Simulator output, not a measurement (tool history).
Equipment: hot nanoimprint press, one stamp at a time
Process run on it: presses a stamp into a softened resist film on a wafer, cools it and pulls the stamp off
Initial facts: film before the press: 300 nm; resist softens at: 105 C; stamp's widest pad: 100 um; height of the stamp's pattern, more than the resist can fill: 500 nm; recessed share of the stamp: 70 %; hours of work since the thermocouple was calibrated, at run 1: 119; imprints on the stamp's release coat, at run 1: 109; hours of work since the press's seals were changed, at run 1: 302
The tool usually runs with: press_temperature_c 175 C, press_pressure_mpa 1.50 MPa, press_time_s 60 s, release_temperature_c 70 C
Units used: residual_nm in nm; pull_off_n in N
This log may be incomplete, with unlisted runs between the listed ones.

| run | day | press_temperature_c | press_pressure_mpa | press_time_s | release_temperature_c | hours of work since the thermocouple was calibrated | imprints on the stamp's release coat | hours of work since the press's seals were changed | residual_nm | pull_off_n |
|---|---|---|---|---|---|---|---|---|---|---|
| 1 | 0.000 | 175 | 1.50 | 60 | 70 | 119 | 109 | 302 | 167.3 | 240 |
| 2 | 0.879 | 175 | 1.50 | 60 | 70 | 128 | 150 | 310 | 166.0 | 236 |
| 3 | 1.650 | 175 | 1.50 | 60 | 70 | 135 | 187 | 318 | 166.2 | 240 |
| 4 | 2.212 | 175 | 1.50 | 42 | 70 | 141 | 213 | 324 | 185.5 | 239 |
| 5 | 2.775 | 175 | 1.50 | 42 | 70 | 146 | 240 | 329 | 186.0 | 238 |
| 6 | 3.512 | 175 | 1.50 | 42 | 70 | 154 | 274 | 336 | 185.6 | 239 |
| 7 | 4.617 | 175 | 2.23 | 36 | 56 | 165 | 326 | 347 | 168.3 | 272 |
| 8 | 5.508 | 172 | 2.23 | 36 | 56 | 174 | 368 | 356 | 182.0 | 291 |
| 9 | 6.558 | 184 | 1.78 | 104 | 70 | 184 | 417 | 367 | 93.6 | 238 |
| 10 | 7.288 | 184 | 1.78 | 42 | 64 | 191 | 452 | 374 | 135.3 | 258 |
| 11 | 7.988 | 184 | 1.78 | 42 | 64 | 198 | 484 | 381 | 135.2 | 258 |
| 12 | 9.258 | 176 | 1.61 | 92 | 70 | 211 | 544 | 393 | 132.5 | 245 |

What if the next run were any one of these 5? Each begins from the tool's condition after run 12:
| A | 10.350 | 176 | 1.61 | 51 | 70 | 222 | 596 | 404 | ? | ? |
| B | 10.350 | 176 | 1.89 | 92 | 70 | 222 | 596 | 404 | ? | ? |
| C | 10.350 | 185 | 1.61 | 92 | 75 | 222 | 596 | 404 | ? | ? |
| D | 10.350 | 166 | 1.61 | 92 | 65 | 222 | 596 | 404 | ? | ? |
| E | 10.350 | 176 | 1.61 | 92 | 68 | 222 | 596 | 404 | ? | ? |

| run | residual_nm | pull_off_n |
|---|---|---|
| A | 163.4 | 242 |
| B | 122.8 | 241 |
| C | 100.0 | 225 |
| D | 180.3 | 260 |
| E | 132.5 | 251 |
With the hidden condition removed and each run's random variation left untouched, the same runs would have given:
| run | residual_nm | pull_off_n |
|---|---|---|
| A | 166.8 | 240 |
| B | 125.3 | 240 |
| C | 102.0 | 224 |
| D | 184.0 | 258 |
| E | 135.2 | 249 |
